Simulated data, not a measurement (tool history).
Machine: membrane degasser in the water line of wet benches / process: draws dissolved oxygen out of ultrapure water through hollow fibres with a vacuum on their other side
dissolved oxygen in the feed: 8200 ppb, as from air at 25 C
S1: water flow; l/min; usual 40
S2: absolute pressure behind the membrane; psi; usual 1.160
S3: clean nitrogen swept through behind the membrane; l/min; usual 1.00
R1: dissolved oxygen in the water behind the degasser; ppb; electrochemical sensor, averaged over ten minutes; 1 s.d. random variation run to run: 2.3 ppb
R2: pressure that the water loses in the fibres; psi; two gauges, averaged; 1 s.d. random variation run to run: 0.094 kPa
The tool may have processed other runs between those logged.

run    hour  S1     S2    S3      R1     R2
  1     0.0  40  1.160  1.00   372.4  3.973
  2    81.3  40  1.160  1.00   373.3  3.964
  3   135.0  40  1.160  1.00   373.8  3.981
  4   222.4  40  1.160  1.95   218.6  3.984
  5   296.8  49  1.160  1.00   442.1  4.879
  6   385.3  49  1.160  1.00   432.6  4.898
  7   483.5  63  1.160  1.00   545.3  6.302
  8   526.2  40  1.160  1.00   375.4  3.996
  9   595.4  40  0.954  1.00   266.5  4.002
 10   673.6  40  2.435  1.00   981.8  4.006
 11   730.5  40  1.160  1.00   371.4  4.018
 12   794.0  40  1.160  1.00   372.5  4.026
 13   887.9  40  1.160  1.00   371.6  4.023
 14   976.1  40  1.160  1.00   376.1  4.029
 15  1022.1  40  1.160  1.00   373.9  4.042
 16  1077.6  40  1.160  0.88   410.8  4.042
     1107.4  -- gauge calibrated
 17  1160.6  40  2.183  1.00   867.6  3.971
 18  1231.0  40  2.805  1.00  1143.2  4.002

The next listed run, before its measurement:
 19  1317.7  40  2.805  1.00   ?   ?

Run 19 yielded R1 1139.0 ppb, R2 3.999 psi.
With the hidden condition absent and the run-to-run variation left alone, this run would have shown R1 1138.9 ppb, R2 3.984 psi.
